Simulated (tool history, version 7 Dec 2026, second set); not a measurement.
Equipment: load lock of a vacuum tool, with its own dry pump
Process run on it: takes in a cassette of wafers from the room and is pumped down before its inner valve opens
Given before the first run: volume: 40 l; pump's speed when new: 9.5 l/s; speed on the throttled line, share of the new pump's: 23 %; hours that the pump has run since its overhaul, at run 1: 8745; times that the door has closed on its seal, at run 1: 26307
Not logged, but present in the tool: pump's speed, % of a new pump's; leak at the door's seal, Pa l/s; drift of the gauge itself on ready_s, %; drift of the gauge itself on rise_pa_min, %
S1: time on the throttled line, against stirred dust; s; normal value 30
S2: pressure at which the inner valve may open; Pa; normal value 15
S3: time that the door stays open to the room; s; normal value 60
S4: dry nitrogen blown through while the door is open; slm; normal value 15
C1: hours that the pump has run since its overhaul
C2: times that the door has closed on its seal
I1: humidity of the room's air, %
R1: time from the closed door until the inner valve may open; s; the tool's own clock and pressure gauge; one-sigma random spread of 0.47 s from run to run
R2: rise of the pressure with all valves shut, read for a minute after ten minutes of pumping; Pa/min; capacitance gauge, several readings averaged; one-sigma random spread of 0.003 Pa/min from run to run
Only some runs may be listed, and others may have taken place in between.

run	day	S1	S2	S3	S4	C1	C2	I1	R1	R2
1	0	30	15	60	15	8745	26307	47.2	64.4	0.238
2	20.25	30	15	60	15	9231	27327	46	65.5	0.247
3	41.612	30	15	60	15	9744	28404	47.3	64.9	0.266
4	58.95	30	15	60	15	10160	29278	44.4	66.3	0.272
5	75.946	30	15	60	15	10568	30134	48.2	65.9	0.28
6	88.888	30	15	60	15	10878	30786	43.2	66.7	0.285
7	108.571	30	15	60	15	11351	31778	44.2	66.5	0.3
8	127.45	30	15	60	41	11804	32730	46.8	67.5	0.294
9	145.142	30	15	60	23	12229	33621	48.1	66.5	0.312
10	167.954	30	15	60	16	12776	34771	41.4	68.9	0.335
11	181.25	30	15	60	16	13095	35441	44.2	67.6	0.344
12	192.258	30	15	60	16	13359	35995	46	68.8	0.348
13	202.175	30	15	81	15	13597	36495	39.6	68.3	0.364
14	220.992	30	24	60	15	14049	37443	44.4	66.1	0.379
# day 225.892: dry pump taken out, an overhauled one fitted
15	235.825	16	24	60	15	238	38178	44.3	48.3	0.387
16	250.562	16	24	60	15	592	38921	43.8	49.5	0.394
17	262.9	47	15	60	15	888	39542	46.1	73.6	0.396
18	273.212	47	15	60	15	1136	40062	43	73.9	0.419
19	295.842	30	15	60	15	1679	41202	45.2	62.1	0.431
20	305.933	30	15	60	15	1921	41711	40.6	62.2	0.431
21	316.671	30	15	60	15	2179	42252	45.4	61.5	0.447
22	331.362	39	13	28	34	2531	42992	42.9	69.7	0.441
23	343.462	39	13	28	34	2822	43602	44.5	70.2	0.46
24	359.917	30	23	60	6	3217	44431	48.1	60.8	0.511
25	381.9	30	23	60	6	3744	45539	45.1	61.1	0.528
26	404.196	32	22	60	15	4279	46663	46.7	62.7	0.523
27	420.15	35	18	25	5	4662	47467	47.9	66.4	0.545
28	435.658	35	18	25	5	5034	48248	41.6	66.3	0.55
29	457.842	35	18	25	5	5567	49366	45.4	67.6	0.578
30	475.925	35	18	25	5	6001	50277	45.7	66.3	0.611
31	493.267	28	13	136	15	6417	51151	42.2	63.7	0.623
32	506.95	27	15	60	11	6745	51841	47.3	62.6	0.636
33	528.308	16	14	191	31	7258	52917	45.7	56.3	0.653
34	541.442	16	14	191	31	7573	53579	47.3	56.1	0.674
35	565.604	16	14	191	31	8153	54796	46.1	56.2	0.684
36	583.288	16	10	191	7	8578	55687	44.3	57.9	0.741
37	606.746	16	10	191	7	9141	56869	44.4	59	0.757

Consider 4 possible next runs. They are alternatives, not a sequence: every one starts from the tool as it was left by run 37. What does each give?
# day 626.529: door's seal changed, seat wiped
A	629.729	39	18	191	41	9691	161	43	?	?
# day 626.529: door's seal changed, seat wiped
B	629.729	25	15	36	15	9691	161	46.3	?	?
# day 626.529: door's seal changed, seat wiped
C	629.729	16	30	203	8	9691	161	43	?	?
# day 626.529: door's seal changed, seat wiped
D	629.729	16	18	31	7	9691	161	42.2	?	?

run	R1	R2
A	73.3	0.032
B	63.7	0.028
C	53.4	0.065
D	55.8	0.033
Stripped of hidden state, with their random variation kept, the same runs would have yielded:
run	R1	R2
A	67.2	0.031
B	56.8	0.028
C	46.7	0.064
D	48.6	0.032
